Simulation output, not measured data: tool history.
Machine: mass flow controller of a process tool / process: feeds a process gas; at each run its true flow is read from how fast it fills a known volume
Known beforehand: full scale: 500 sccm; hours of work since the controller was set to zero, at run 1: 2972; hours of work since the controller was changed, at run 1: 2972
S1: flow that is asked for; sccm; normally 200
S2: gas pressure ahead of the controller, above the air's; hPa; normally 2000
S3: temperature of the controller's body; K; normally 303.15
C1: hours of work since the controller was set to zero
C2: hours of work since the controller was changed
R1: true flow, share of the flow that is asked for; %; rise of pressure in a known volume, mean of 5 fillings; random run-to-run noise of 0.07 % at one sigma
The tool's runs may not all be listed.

run 1 day=0.000 | S1=200 S2=2000 S3=303.15 | C1=2972 C2=2972 | R1=100.08
run 2 day=4.896 | S1=200 S2=2000 S3=303.15 | C1=3065 C2=3065 | R1=100.20
run 3 day=12.829 | S1=200 S2=2000 S3=303.15 | C1=3216 C2=3216 | R1=100.46
run 4 day=20.929 | S1=69 S2=2000 S3=303.15 | C1=3370 C2=3370 | R1=104.00
run 5 day=26.829 | S1=69 S2=2000 S3=303.15 | C1=3483 C2=3483 | R1=104.23
run 6 day=30.479 | S1=419 S2=2000 S3=303.15 | C1=3552 C2=3552 | R1=100.75
-- day=31.171 controller's zero set anew
run 7 day=38.596 | S1=200 S2=2000 S3=302.15 | C1=141 C2=3706 | R1=102.27
run 8 day=45.871 | S1=89 S2=1790 S3=308.15 | C1=280 C2=3845 | R1=105.70
run 9 day=50.512 | S1=62 S2=2290 S3=312.15 | C1=368 C2=3933 | R1=109.40
run 10 day=58.925 | S1=200 S2=1640 S3=297.15 | C1=528 C2=4093 | R1=102.91
run 11 day=63.250 | S1=200 S2=1640 S3=297.15 | C1=610 C2=4175 | R1=103.10
run 12 day=66.808 | S1=136 S2=2000 S3=303.15 | C1=678 C2=4243 | R1=104.16

Run 13 comes next. What will it give?
-- day=69.354 controller's zero set anew, once more
run 13 day=70.808 | S1=137 S2=2220 S3=303.15 | C1=28 C2=4319 | R1=?

For run 13 the tool returned R1 98.22 %.
With the hidden condition absent and the run-to-run variation left alone, this run would have shown R1 97.15 %.

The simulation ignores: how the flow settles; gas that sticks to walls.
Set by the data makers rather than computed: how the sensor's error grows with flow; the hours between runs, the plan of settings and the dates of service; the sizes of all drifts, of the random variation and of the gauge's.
